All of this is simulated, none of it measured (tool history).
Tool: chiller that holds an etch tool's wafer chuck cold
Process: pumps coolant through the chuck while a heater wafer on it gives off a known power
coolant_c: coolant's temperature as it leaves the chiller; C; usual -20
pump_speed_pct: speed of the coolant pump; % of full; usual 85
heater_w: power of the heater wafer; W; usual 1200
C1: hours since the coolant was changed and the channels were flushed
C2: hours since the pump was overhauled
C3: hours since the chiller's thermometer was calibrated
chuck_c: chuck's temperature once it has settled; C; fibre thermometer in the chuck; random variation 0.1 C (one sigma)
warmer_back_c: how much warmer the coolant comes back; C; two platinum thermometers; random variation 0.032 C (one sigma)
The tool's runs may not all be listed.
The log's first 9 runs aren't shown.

Run 10, day 21.750: usual settings; C1 6330; C2 2887; C3 1785. Result: chuck_c -8.7 C, warmer_back_c 3.62 C.
Run 11, day 23.892: usual settings but heater_w 1684 W; C1 6382; C2 2938; C3 1837. Result: chuck_c -4.1 C, warmer_back_c 5.13 C.
At day 27.017: coolant changed, channels flushed.
Run 12, day 27.800: usual settings but heater_w 1684 W; C1 19; C2 3026; C3 1924. Result: chuck_c -4.0 C, warmer_back_c 5.10 C.
Run 13, day 30.617: usual settings but coolant_c -21 C, heater_w 1684 W; C1 86; C2 3093; C3 1992. Result: chuck_c -4.9 C, warmer_back_c 5.10 C.
Run 14, day 32.521: usual settings but coolant_c -21 C, heater_w 1684 W; C1 132; C2 3139; C3 2038. Result: chuck_c -5.0 C, warmer_back_c 5.12 C.
Run 15, day 35.333: usual settings but coolant_c -21 C, heater_w 1684 W; C1 200; C2 3206; C3 2105. Result: chuck_c -5.2 C, warmer_back_c 5.13 C.
At day 36.867: chiller's thermometer calibrated.
Run 16, day 39.021: usual settings but coolant_c -21 C, pump_speed_pct 98 % of full, heater_w 1684 W; C1 287; C2 3294; C3 52. Result: chuck_c -7.1 C, warmer_back_c 4.33 C.
Run 17, day 42.362: usual settings but coolant_c -27 C, heater_w 620 W; C1 367; C2 3374; C3 132. Result: chuck_c -21.3 C, warmer_back_c 1.86 C.
Run 18, day 45.762: usual settings but coolant_c -24 C, heater_w 805 W; C1 449; C2 3456; C3 214. Result: chuck_c -16.2 C, warmer_back_c 2.47 C.
Run 19, day 47.846: usual settings but coolant_c -24 C, heater_w 805 W; C1 499; C2 3506; C3 263. Result: chuck_c -16.4 C, warmer_back_c 2.39 C.
Run 20, day 50.496: usual settings but coolant_c -26 C, heater_w 805 W; C1 562; C2 3569; C3 327. Result: chuck_c -18.4 C, warmer_back_c 2.47 C.
Run 21, day 53.038: usual settings but pump_speed_pct 89 % of full; C1 623; C2 3630; C3 388. Result: chuck_c -9.0 C, warmer_back_c 3.41 C.
Run 22, day 56.767: usual settings but pump_speed_pct 89 % of full; C1 713; C2 3720; C3 478. Result: chuck_c -9.3 C, warmer_back_c 3.43 C.
Run 23, day 59.879: usual settings but coolant_c -24 C, pump_speed_pct 89 % of full; C1 788; C2 3795; C3 552. Result: chuck_c -13.1 C, warmer_back_c 3.43 C.
Run 24, day 63.158: usual settings but heater_w 819 W; C1 866; C2 3873; C3 631. Result: chuck_c -12.3 C, warmer_back_c 2.44 C.
Run 25, day 65.812: usual settings but coolant_c -10 C, pump_speed_pct 66 % of full, heater_w 1242 W; C1 930; C2 3937; C3 695. Result: chuck_c 5.3 C, warmer_back_c 5.01 C.
Run 26, day 67.696: usual settings but coolant_c -29 C, heater_w 859 W; C1 975; C2 3982; C3 740. Result: chuck_c -20.8 C, warmer_back_c 2.57 C.
Run 27, day 71.017: usual settings but coolant_c -23 C, pump_speed_pct 91 % of full, heater_w 1517 W; C1 1055; C2 4062; C3 820. Result: chuck_c -9.7 C, warmer_back_c 4.19 C.
Run 28, day 72.725: usual settings but coolant_c -23 C, pump_speed_pct 91 % of full, heater_w 1517 W; C1 1096; C2 4103; C3 861. Result: chuck_c -9.6 C, warmer_back_c 4.26 C.
Run 29, day 75.529: usual settings but coolant_c -23 C, pump_speed_pct 91 % of full, heater_w 1517 W; C1 1163; C2 4170; C3 928. Result: chuck_c -9.7 C, warmer_back_c 4.18 C.
Run 30, day 77.233: usual settings but coolant_c -25 C, pump_speed_pct 98 % of full, heater_w 892 W; C1 1204; C2 4211; C3 969. Result: chuck_c -17.6 C, warmer_back_c 2.33 C.
Run 31, day 81.221: usual settings but coolant_c -12 C, pump_speed_pct 70 % of full, heater_w 1265 W; C1 1300; C2 4307; C3 1065. Result: chuck_c 2.5 C, warmer_back_c 4.66 C.
Run 32, day 83.488: usual settings but coolant_c -12 C, pump_speed_pct 70 % of full, heater_w 1265 W; C1 1354; C2 4361; C3 1119. Result: chuck_c 2.7 C, warmer_back_c 4.70 C.

Forecast each of these 4 alternatives for the next run:
Run A, day 86.871: usual settings but coolant_c -19 C, pump_speed_pct 83 % of full, heater_w 813 W; C1 1436; C2 4442; C3 1200. Result: chuck_c ?, warmer_back_c ?.
Run B, day 86.871: usual settings but coolant_c -14 C, pump_speed_pct 70 % of full, heater_w 1265 W; C1 1436; C2 4442; C3 1200. Result: chuck_c ?, warmer_back_c ?.
Run C, day 86.871: usual settings but pump_speed_pct 63 % of full, heater_w 1105 W; C1 1436; C2 4442; C3 1200. Result: chuck_c ?, warmer_back_c ?.
Run D, day 86.871: usual settings but coolant_c -11 C, pump_speed_pct 65 % of full, heater_w 1279 W; C1 1436; C2 4442; C3 1200. Result: chuck_c ?, warmer_back_c ?.

run  chuck_c  warmer_back_c
  A    -11.2           2.49
  B      0.5           4.73
  C     -5.9           4.60
  D      4.8           5.24
Without the tool's hidden state the same runs would have given:
run  chuck_c  warmer_back_c
  A    -11.2           2.49
  B      0.4           4.72
  C     -5.9           4.59
  D      4.7           5.24
